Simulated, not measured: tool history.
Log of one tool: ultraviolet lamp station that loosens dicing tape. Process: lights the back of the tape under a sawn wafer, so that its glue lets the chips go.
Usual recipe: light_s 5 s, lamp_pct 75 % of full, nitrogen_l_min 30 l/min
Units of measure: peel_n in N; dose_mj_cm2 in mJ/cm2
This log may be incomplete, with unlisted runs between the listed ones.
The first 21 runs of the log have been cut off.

| run | hour | light_s | lamp_pct | nitrogen_l_min | hours of work of the lamp | hours of work since the window was cleaned | peel_n | dose_mj_cm2 |
|---|---|---|---|---|---|---|---|---|
| 22 | 154.6 | 5 | 73 | 30 | 152 | 224 | 0.125 | 478 |
| 23 | 162.4 | 7 | 91 | 31 | 158 | 230 | 0.063 | 830 |
| 24 | 170.2 | 7 | 64 | 11 | 164 | 237 | 0.137 | 586 |
| 25 | 174.6 | 9 | 75 | 19 | 168 | 240 | 0.072 | 877 |
| 26 | 180.5 | 4 | 61 | 27 | 172 | 245 | 0.318 | 316 |
|  | 181.4 | window cleaned of glue's vapour |
| 27 | 190.4 | 5 | 65 | 15 | 180 | 7 | 0.247 | 414 |
| 28 | 198.6 | 5 | 65 | 15 | 186 | 14 | 0.246 | 414 |
| 29 | 204.5 | 5 | 75 | 25 | 191 | 18 | 0.14 | 471 |
| 30 | 210.8 | 2 | 75 | 30 | 196 | 23 | 0.704 | 190 |
|  | 213.2 | window cleaned of glue's vapour, once more |
| 31 | 215.7 | 5 | 74 | 30 | 199 | 2 | 0.121 | 501 |
| 32 | 221.7 | 5 | 74 | 10 | 204 | 7 | 0.191 | 500 |
| 33 | 231.2 | 3 | 74 | 16 | 211 | 14 | 0.447 | 297 |
| 34 | 238.6 | 10 | 77 | 23 | 217 | 20 | 0.067 | 1038 |
| 35 | 243.2 | 10 | 77 | 23 | 221 | 24 | 0.07 | 1036 |
| 36 | 248.4 | 8 | 93 | 23 | 225 | 28 | 0.065 | 997 |
| 37 | 257.5 | 2 | 96 | 10 | 232 | 35 | 0.679 | 259 |
| 38 | 261.7 | 8 | 75 | 13 | 236 | 38 | 0.074 | 812 |
| 39 | 267.2 | 8 | 75 | 13 | 240 | 43 | 0.086 | 804 |
| 40 | 275.7 | 8 | 75 | 40 | 247 | 49 | 0.052 | 800 |
| 41 | 283.5 | 8 | 75 | 40 | 253 | 56 | 0.062 | 791 |
| 42 | 287.4 | 8 | 75 | 40 | 256 | 59 | 0.064 | 792 |
| 43 | 297 | 7 | 75 | 30 | 264 | 66 | 0.073 | 692 |

Below are 4 alternative next runs, each starting from the tool's condition after run 43. Predict each:
| A | 302.9 | 3 | 79 | 41 | 268 | 71 | ? | ? |
| B | 302.9 | 5 | 97 | 30 | 268 | 71 | ? | ? |
| C | 302.9 | 2 | 75 | 16 | 268 | 71 | ? | ? |
| D | 302.9 | 5 | 75 | 22 | 268 | 71 | ? | ? |

| run | peel_n | dose_mj_cm2 |
|---|---|---|
| A | 0.277 | 310 |
| B | 0.078 | 628 |
| C | 0.827 | 198 |
| D | 0.147 | 501 |
Take away the tool's hidden state, keep each run's random variation, and the runs would have read:
| run | peel_n | dose_mj_cm2 |
|---|---|---|
| A | 0.243 | 329 |
| B | 0.073 | 668 |
| C | 0.763 | 211 |
| D | 0.131 | 533 |
